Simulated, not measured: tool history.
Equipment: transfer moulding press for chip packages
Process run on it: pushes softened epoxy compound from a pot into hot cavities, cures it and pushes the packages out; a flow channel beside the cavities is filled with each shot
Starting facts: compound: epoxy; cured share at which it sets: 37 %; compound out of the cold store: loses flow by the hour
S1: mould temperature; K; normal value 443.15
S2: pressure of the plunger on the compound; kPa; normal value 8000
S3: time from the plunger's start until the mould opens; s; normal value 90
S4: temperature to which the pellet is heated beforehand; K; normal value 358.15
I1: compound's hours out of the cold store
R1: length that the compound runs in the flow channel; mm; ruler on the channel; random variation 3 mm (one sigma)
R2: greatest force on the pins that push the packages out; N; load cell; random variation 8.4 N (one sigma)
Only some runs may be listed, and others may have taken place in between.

Run 1, day 0: usual settings; I1 10.2. Result: R1 704 mm, R2 593 N.
Run 2, day 0.321: usual settings; I1 23.1. Result: R1 656 mm, R2 617 N.
Run 3, day 0.675: usual settings but S2 9630 kPa; I1 27.8. Result: R1 706 mm, R2 589 N.
Run 4, day 1.012: usual settings but S1 439.15 K; I1 19.5. Result: R1 687 mm, R2 762 N.
Run 5, day 1.396: usual settings but S1 439.15 K, S3 87 s; I1 31.2. Result: R1 647 mm, R2 805 N.
Run 6, day 1.675: usual settings but S3 114 s; I1 9.8. Result: R1 693 mm, R2 585 N.
Run 7, day 2.071: usual settings but S3 114 s; I1 42.1. Result: R1 600 mm, R2 574 N.
Run 8, day 2.438: usual settings but S3 114 s; I1 40.8. Result: R1 607 mm, R2 594 N.
At day 2.6: cavities cleaned with cleaning compound and waxed.
Run 9, day 2.788: usual settings but S3 114 s; I1 25.1. Result: R1 650 mm, R2 367 N.
Run 10, day 3.221: usual settings but S3 114 s; I1 46.2. Result: R1 587 mm, R2 411 N.
Run 11, day 3.421: usual settings but S3 114 s; I1 13.4. Result: R1 686 mm, R2 431 N.
Run 12, day 3.633: usual settings but S3 114 s; I1 43. Result: R1 599 mm, R2 460 N.
Run 13, day 4.071: usual settings but S3 114 s; I1 29.6. Result: R1 634 mm, R2 488 N.
Run 14, day 4.283: usual settings but S3 114 s; I1 30.1. Result: R1 632 mm, R2 499 N.
Run 15, day 4.588: usual settings but S3 79 s; I1 18.9. Result: R1 660 mm, R2 693 N.
Run 16, day 4.908: usual settings but S3 96 s, S4 363.15 K; I1 19.7. Result: R1 660 mm, R2 565 N.
Run 17, day 5.283: usual settings but S2 7480 kPa, S3 96 s, S4 363.15 K; I1 14.8. Result: R1 646 mm, R2 594 N.
Run 18, day 5.567: usual settings but S2 6520 kPa, S3 84 s, S4 367.15 K; I1 34.5. Result: R1 548 mm, R2 671 N.
Run 19, day 5.846: usual settings but S1 445.15 K, S2 7200 kPa, S3 84 s, S4 367.15 K; I1 37.6. Result: R1 574 mm, R2 621 N.
Run 20, day 6.142: usual settings but S1 442.15 K, S2 7020 kPa, S3 80 s, S4 356.15 K; I1 32.6. Result: R1 587 mm, R2 799 N.
Run 21, day 6.517: usual settings but S1 442.15 K, S2 7020 kPa, S3 80 s, S4 356.15 K; I1 42.8. Result: R1 559 mm, R2 788 N.
Run 22, day 6.704: usual settings but S1 447.15 K, S2 7020 kPa, S3 80 s, S4 356.15 K; I1 39.4. Result: R1 555 mm, R2 651 N.
Run 23, day 6.925: usual settings but S1 447.15 K, S2 7830 kPa, S3 80 s, S4 351.15 K; I1 15.3. Result: R1 654 mm, R2 672 N.
At day 7.183: cavities cleaned with cleaning compound and waxed.
Run 24, day 7.417: usual settings but S1 447.15 K, S2 7830 kPa, S3 80 s, S4 351.15 K; I1 41.3. Result: R1 580 mm, R2 396 N.
Run 25, day 7.621: usual settings but S1 448.15 K, S2 8040 kPa, S3 86 s, S4 363.15 K; I1 26.6. Result: R1 624 mm, R2 402 N.
Run 26, day 7.838: usual settings but S1 439.15 K, S2 8040 kPa, S3 86 s, S4 363.15 K; I1 32. Result: R1 631 mm, R2 612 N.
Run 27, day 8.075: usual settings but S1 444.15 K, S2 8040 kPa, S3 85 s, S4 363.15 K; I1 27.9. Result: R1 626 mm, R2 495 N.
Run 28, day 8.4: usual settings but S1 444.15 K, S2 8040 kPa, S3 85 s, S4 363.15 K; I1 34.2. Result: R1 607 mm, R2 527 N.
Run 29, day 8.583: usual settings but S1 450.15 K, S2 8040 kPa, S4 351.15 K; I1 18.2. Result: R1 640 mm, R2 507 N.

Branching from run 29: 4 alternative next runs. What would each branch give?
Run A, day 8.775: usual settings but S1 437.15 K, S2 7840 kPa, S4 351.15 K; I1 31. Result: R1 ?, R2 ?.
Run B, day 8.775: usual settings but S2 7470 kPa, S3 124 s; I1 24.4. Result: R1 ?, R2 ?.
Run C, day 8.775: usual settings but S1 439.15 K, S3 84 s; I1 20.8. Result: R1 ?, R2 ?.
Run D, day 8.775: usual settings but S2 6690 kPa; I1 38.8. Result: R1 ?, R2 ?.

run   R1   R2
  A  627  776
  B  615  482
  C  660  793
  D  541  576
Without the tool's hidden state the same runs would have given:
run   R1   R2
  A  662  521
  B  649  314
  C  696  535
  D  571  383
